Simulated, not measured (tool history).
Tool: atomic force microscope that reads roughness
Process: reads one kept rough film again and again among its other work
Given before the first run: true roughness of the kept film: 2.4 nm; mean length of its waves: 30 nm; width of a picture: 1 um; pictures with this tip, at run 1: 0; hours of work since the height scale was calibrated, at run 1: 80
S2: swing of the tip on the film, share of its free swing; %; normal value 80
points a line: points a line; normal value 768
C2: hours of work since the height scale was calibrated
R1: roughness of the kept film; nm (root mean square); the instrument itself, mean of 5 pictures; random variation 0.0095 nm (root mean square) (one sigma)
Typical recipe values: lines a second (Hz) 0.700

run 1 hour=0.0 | lines_a_second_(Hz)=0.700 S2=80 points_a_line=768 | pictures_with_this_tip=0 C2=80 | R1=2.145
run 2 hour=10.4 | lines_a_second_(Hz)=0.700 S2=80 points_a_line=768 | pictures_with_this_tip=19 C2=87 | R1=2.068
run 3 hour=26.5 | lines_a_second_(Hz)=2.346 S2=80 points_a_line=768 | pictures_with_this_tip=48 C2=98 | R1=1.804
run 4 hour=39.4 | lines_a_second_(Hz)=0.700 S2=80 points_a_line=768 | pictures_with_this_tip=71 C2=107 | R1=1.903
run 5 hour=51.4 | lines_a_second_(Hz)=0.700 S2=80 points_a_line=768 | pictures_with_this_tip=92 C2=115 | R1=1.861
run 6 hour=66.6 | lines_a_second_(Hz)=0.901 S2=80 points_a_line=768 | pictures_with_this_tip=119 C2=125 | R1=1.779
run 7 hour=75.8 | lines_a_second_(Hz)=0.901 S2=80 points_a_line=768 | pictures_with_this_tip=136 C2=132 | R1=1.749
-- hour=82.0 new tip fitted
run 8 hour=91.1 | lines_a_second_(Hz)=0.700 S2=80 points_a_line=408 | pictures_with_this_tip=16 C2=142 | R1=2.075
run 9 hour=107.7 | lines_a_second_(Hz)=0.700 S2=80 points_a_line=768 | pictures_with_this_tip=46 C2=153 | R1=1.987
run 10 hour=122.8 | lines_a_second_(Hz)=0.700 S2=80 points_a_line=768 | pictures_with_this_tip=73 C2=163 | R1=1.893
run 11 hour=135.9 | lines_a_second_(Hz)=1.478 S2=80 points_a_line=768 | pictures_with_this_tip=96 C2=172 | R1=1.773
run 12 hour=149.3 | lines_a_second_(Hz)=0.700 S2=80 points_a_line=768 | pictures_with_this_tip=120 C2=182 | R1=1.772
-- hour=162.3 new tip fitted
run 13 hour=171.4 | lines_a_second_(Hz)=0.700 S2=80 points_a_line=768 | pictures_with_this_tip=16 C2=196 | R1=2.077
run 14 hour=183.4 | lines_a_second_(Hz)=0.700 S2=80 points_a_line=768 | pictures_with_this_tip=37 C2=205 | R1=2.020
run 15 hour=198.3 | lines_a_second_(Hz)=0.700 S2=80 points_a_line=768 | pictures_with_this_tip=64 C2=215 | R1=1.939
run 16 hour=220.5 | lines_a_second_(Hz)=0.700 S2=62 points_a_line=768 | pictures_with_this_tip=104 C2=230 | R1=1.859
run 17 hour=235.2 | lines_a_second_(Hz)=0.704 S2=62 points_a_line=768 | pictures_with_this_tip=130 C2=240 | R1=1.797
-- hour=243.3 new tip fitted
run 18 hour=253.4 | lines_a_second_(Hz)=0.704 S2=62 points_a_line=768 | pictures_with_this_tip=19 C2=252 | R1=2.132
run 19 hour=276.0 | lines_a_second_(Hz)=0.700 S2=68 points_a_line=768 | pictures_with_this_tip=59 C2=268 | R1=1.981
run 20 hour=290.4 | lines_a_second_(Hz)=0.700 S2=68 points_a_line=768 | pictures_with_this_tip=85 C2=278 | R1=1.919
run 21 hour=307.9 | lines_a_second_(Hz)=0.700 S2=68 points_a_line=768 | pictures_with_this_tip=116 C2=290 | R1=1.845
run 22 hour=318.8 | lines_a_second_(Hz)=2.671 S2=57 points_a_line=768 | pictures_with_this_tip=135 C2=297 | R1=1.758
-- hour=324.8 new tip fitted
run 23 hour=336.6 | lines_a_second_(Hz)=2.671 S2=57 points_a_line=768 | pictures_with_this_tip=21 C2=309 | R1=2.092
run 24 hour=356.5 | lines_a_second_(Hz)=1.445 S2=78 points_a_line=768 | pictures_with_this_tip=57 C2=323 | R1=1.907
run 25 hour=378.5 | lines_a_second_(Hz)=2.060 S2=70 points_a_line=363 | pictures_with_this_tip=96 C2=338 | R1=1.779
run 26 hour=401.4 | lines_a_second_(Hz)=0.714 S2=80 points_a_line=854 | pictures_with_this_tip=137 C2=353 | R1=1.748
-- hour=405.6 new tip fitted
run 27 hour=423.6 | lines_a_second_(Hz)=1.848 S2=80 points_a_line=934 | pictures_with_this_tip=32 C2=368 | R1=1.907
run 28 hour=443.1 | lines_a_second_(Hz)=1.500 S2=80 points_a_line=934 | pictures_with_this_tip=67 C2=382 | R1=1.859
run 29 hour=460.7 | lines_a_second_(Hz)=1.500 S2=80 points_a_line=934 | pictures_with_this_tip=98 C2=394 | R1=1.760
run 30 hour=474.9 | lines_a_second_(Hz)=0.612 S2=61 points_a_line=301 | pictures_with_this_tip=124 C2=403 | R1=1.811
-- hour=486.2 new tip fitted
run 31 hour=495.9 | lines_a_second_(Hz)=0.612 S2=61 points_a_line=301 | pictures_with_this_tip=17 C2=418 | R1=2.110
run 32 hour=510.7 | lines_a_second_(Hz)=3.092 S2=61 points_a_line=301 | pictures_with_this_tip=44 C2=428 | R1=1.926
run 33 hour=521.5 | lines_a_second_(Hz)=3.092 S2=61 points_a_line=301 | pictures_with_this_tip=63 C2=435 | R1=1.882
run 34 hour=536.1 | lines_a_second_(Hz)=3.092 S2=61 points_a_line=301 | pictures_with_this_tip=89 C2=445 | R1=1.812
run 35 hour=548.8 | lines_a_second_(Hz)=3.092 S2=61 points_a_line=301 | pictures_with_this_tip=112 C2=454 | R1=1.744
run 36 hour=559.1 | lines_a_second_(Hz)=0.700 S2=58 points_a_line=758 | pictures_with_this_tip=130 C2=461 | R1=1.813
-- hour=566.7 new tip fitted
run 37 hour=576.8 | lines_a_second_(Hz)=0.617 S2=58 points_a_line=758 | pictures_with_this_tip=18 C2=473 | R1=2.166
run 38 hour=592.0 | lines_a_second_(Hz)=0.617 S2=58 points_a_line=758 | pictures_with_this_tip=45 C2=483 | R1=2.047
run 39 hour=607.0 | lines_a_second_(Hz)=3.173 S2=76 points_a_line=346 | pictures_with_this_tip=72 C2=493 | R1=1.736
run 40 hour=618.0 | lines_a_second_(Hz)=3.173 S2=76 points_a_line=346 | pictures_with_this_tip=92 C2=501 | R1=1.668

Predict each of these 4 candidate next runs independently; none follows another, all start after run 40:
run A hour=631.9 | lines_a_second_(Hz)=2.225 S2=80 points_a_line=508 | pictures_with_this_tip=117 C2=511 | R1=?
run B hour=631.9 | lines_a_second_(Hz)=1.804 S2=80 points_a_line=768 | pictures_with_this_tip=117 C2=511 | R1=?
run C hour=631.9 | lines_a_second_(Hz)=3.125 S2=76 points_a_line=766 | pictures_with_this_tip=117 C2=511 | R1=?
run D hour=631.9 | lines_a_second_(Hz)=3.173 S2=73 points_a_line=346 | pictures_with_this_tip=117 C2=511 | R1=?

run=A R1=1.656
run=B R1=1.680
run=C R1=1.638
run=D R1=1.652
The same runs, with their run-to-run variation unchanged, on a tool lacking any hidden condition would have given:
run=A R1=1.980
run=B R1=2.008
run=C R1=1.958
run=D R1=1.974

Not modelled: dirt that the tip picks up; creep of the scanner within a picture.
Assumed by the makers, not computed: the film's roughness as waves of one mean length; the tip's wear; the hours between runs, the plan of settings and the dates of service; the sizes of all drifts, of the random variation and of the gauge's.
